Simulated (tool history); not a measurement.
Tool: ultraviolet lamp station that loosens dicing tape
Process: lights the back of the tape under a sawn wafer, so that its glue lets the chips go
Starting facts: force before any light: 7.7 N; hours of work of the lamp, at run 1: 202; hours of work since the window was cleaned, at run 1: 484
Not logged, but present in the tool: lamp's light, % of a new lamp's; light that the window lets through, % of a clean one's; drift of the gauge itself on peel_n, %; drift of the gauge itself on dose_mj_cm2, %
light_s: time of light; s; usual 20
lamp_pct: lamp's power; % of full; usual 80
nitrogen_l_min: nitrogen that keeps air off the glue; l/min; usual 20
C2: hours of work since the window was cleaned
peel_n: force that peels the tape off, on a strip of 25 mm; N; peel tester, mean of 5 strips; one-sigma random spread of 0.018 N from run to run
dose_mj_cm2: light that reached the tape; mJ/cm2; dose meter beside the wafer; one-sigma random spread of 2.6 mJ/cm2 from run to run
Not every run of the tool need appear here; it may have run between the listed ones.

run 1 day=0 | light_s=20 lamp_pct=80 nitrogen_l_min=20 | hours_of_work_of_the_lamp=202 C2=484 | peel_n=1.09 dose_mj_cm2=303
run 2 day=0.325 | light_s=20 lamp_pct=80 nitrogen_l_min=20 | hours_of_work_of_the_lamp=205 C2=487 | peel_n=1.1 dose_mj_cm2=303
run 3 day=0.783 | light_s=20 lamp_pct=80 nitrogen_l_min=20 | hours_of_work_of_the_lamp=210 C2=492 | peel_n=1.103 dose_mj_cm2=302
run 4 day=1.096 | light_s=20 lamp_pct=80 nitrogen_l_min=20 | hours_of_work_of_the_lamp=213 C2=495 | peel_n=1.082 dose_mj_cm2=301
run 5 day=1.612 | light_s=20 lamp_pct=80 nitrogen_l_min=20 | hours_of_work_of_the_lamp=218 C2=500 | peel_n=1.136 dose_mj_cm2=299
run 6 day=1.967 | light_s=20 lamp_pct=80 nitrogen_l_min=20 | hours_of_work_of_the_lamp=222 C2=503 | peel_n=1.054 dose_mj_cm2=302
run 7 day=2.508 | light_s=20 lamp_pct=80 nitrogen_l_min=11 | hours_of_work_of_the_lamp=227 C2=509 | peel_n=1.524 dose_mj_cm2=307
run 8 day=3.15 | light_s=20 lamp_pct=80 nitrogen_l_min=20 | hours_of_work_of_the_lamp=233 C2=515 | peel_n=1.091 dose_mj_cm2=305
run 9 day=3.85 | light_s=25 lamp_pct=73 nitrogen_l_min=7 | hours_of_work_of_the_lamp=240 C2=522 | peel_n=1.552 dose_mj_cm2=340
run 10 day=4.375 | light_s=19 lamp_pct=77 nitrogen_l_min=30 | hours_of_work_of_the_lamp=245 C2=527 | peel_n=1.043 dose_mj_cm2=275
run 11 day=5.021 | light_s=21 lamp_pct=77 nitrogen_l_min=23 | hours_of_work_of_the_lamp=252 C2=534 | peel_n=1.035 dose_mj_cm2=300
run 12 day=5.542 | light_s=21 lamp_pct=77 nitrogen_l_min=23 | hours_of_work_of_the_lamp=257 C2=539 | peel_n=1.017 dose_mj_cm2=300
run 13 day=6.033 | light_s=17 lamp_pct=84 nitrogen_l_min=14 | hours_of_work_of_the_lamp=262 C2=543 | peel_n=1.587 dose_mj_cm2=260
-- day=6.433 window cleaned of glue's vapour
run 14 day=6.433 | light_s=17 lamp_pct=84 nitrogen_l_min=14 | hours_of_work_of_the_lamp=265 C2=0 | peel_n=1.381 dose_mj_cm2=294
run 15 day=7.175 | light_s=17 lamp_pct=84 nitrogen_l_min=14 | hours_of_work_of_the_lamp=273 C2=7 | peel_n=1.395 dose_mj_cm2=291
run 16 day=7.538 | light_s=28 lamp_pct=66 nitrogen_l_min=15 | hours_of_work_of_the_lamp=276 C2=11 | peel_n=0.865 dose_mj_cm2=376

5 ways to go on from here, each from the tool as it stands after run 16. What would each give?
run A day=7.925 | light_s=28 lamp_pct=66 nitrogen_l_min=14 | hours_of_work_of_the_lamp=280 C2=15 | peel_n=? dose_mj_cm2=?
run B day=7.925 | light_s=28 lamp_pct=73 nitrogen_l_min=15 | hours_of_work_of_the_lamp=280 C2=15 | peel_n=? dose_mj_cm2=?
run C day=7.925 | light_s=19 lamp_pct=80 nitrogen_l_min=20 | hours_of_work_of_the_lamp=280 C2=15 | peel_n=? dose_mj_cm2=?
run D day=7.925 | light_s=35 lamp_pct=68 nitrogen_l_min=20 | hours_of_work_of_the_lamp=280 C2=15 | peel_n=? dose_mj_cm2=?
run E day=7.925 | light_s=15 lamp_pct=88 nitrogen_l_min=10 | hours_of_work_of_the_lamp=280 C2=15 | peel_n=? dose_mj_cm2=?

run=A peel_n=0.909 dose_mj_cm2=375
run=B peel_n=0.712 dose_mj_cm2=414
run=C peel_n=1.015 dose_mj_cm2=307
run=D peel_n=0.435 dose_mj_cm2=482
run=E peel_n=1.83 dose_mj_cm2=269
Take away the tool's hidden state, keep each run's random variation, and the runs would have read:
run=A peel_n=0.812 dose_mj_cm2=399
run=B peel_n=0.633 dose_mj_cm2=440
run=C peel_n=0.911 dose_mj_cm2=327
run=D peel_n=0.389 dose_mj_cm2=513
run=E peel_n=1.683 dose_mj_cm2=286
